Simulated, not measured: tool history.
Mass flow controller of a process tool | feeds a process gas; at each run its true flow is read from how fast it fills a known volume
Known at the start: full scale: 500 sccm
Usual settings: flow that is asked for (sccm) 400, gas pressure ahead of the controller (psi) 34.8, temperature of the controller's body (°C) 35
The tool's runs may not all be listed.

run	day	flow that is asked for (sccm)	gas pressure ahead of the controller (psi)	temperature of the controller's body (°C)	true flow (%)
1	0	400	34.8	35	98.47
2	4.075	289	34.8	35	97.94
3	7.854	289	34.8	35	97.81
4	11.292	289	34.8	35	97.85
5	15.408	400	23.5	35	98.8
6	18.45	400	37.6	35	98.33
7	21.908	400	37.6	35	98.47
8	24.65	400	26.1	35	98.81
9	28.946	400	26.1	35	98.7
10	33.917	400	26.1	35	98.81
11	35.983	400	26.1	35	98.76
12	39.833	133	34.8	35	96.93
13	43.733	400	37.7	35	98.37
14	47.038	400	28.1	35	98.62
15	50.246	400	28.1	35	98.67
16	53.275	400	28.1	35	98.74
17	56.588	400	28.1	35	98.64
18	59.088	400	28.1	35	98.63
19	64.117	400	28.1	35	98.75
20	66.442	400	28.1	35	98.66
21	69.029	400	28.1	35	98.65
22	73.958	400	34.8	27	99.11
23	76.983	400	34.8	27	99.04
24	79.483	400	34.8	27	99.13
25	82.925	229	32.5	27	98.23
26	85.271	229	32.5	27	98.2
27	88.425	400	37.9	26	99.08
28	90.512	400	37.9	26	99.1
29	93	282	37.9	36	97.62
30	97.129	66	35.2	30	97
31	101.271	400	39.3	35	98.36
32	104.367	170	39.3	35	97.04
33	106.554	92	32.1	29	97.28
34	110.271	462	33.2	39	98.73
35	114.846	240	33.2	39	97.37
36	117.158	369	26.4	25	99.37
37	119.417	192	21.8	35	97.75
38	122.721	244	28	35	97.83
39	125.588	244	28	35	97.81
40	127.883	218	40.2	35	97.28
41	131.462	218	40.2	35	97.29
42	135.071	150	34.8	36	97.09
43	139.858	400	26.8	29	99.36
44	141.983	207	26.8	29	98.12
45	145.675	307	37.1	30	98.29
46	147.929	227	20.9	39	97.59
47	152.038	227	20.9	39	97.61

Forecast each of these 4 alternatives for the next run:
A	156.829	148	26.7	39	?
B	156.829	419	39.5	39	?
C	156.829	70	34.8	23	?
D	156.829	169	26	21	?

run	true flow (%)
A	97.02
B	98.25
C	97.55
D	98.56
Without the tool's hidden state the same runs would have given:
run	true flow (%)
A	97.02
B	98.25
C	97.56
D	98.56
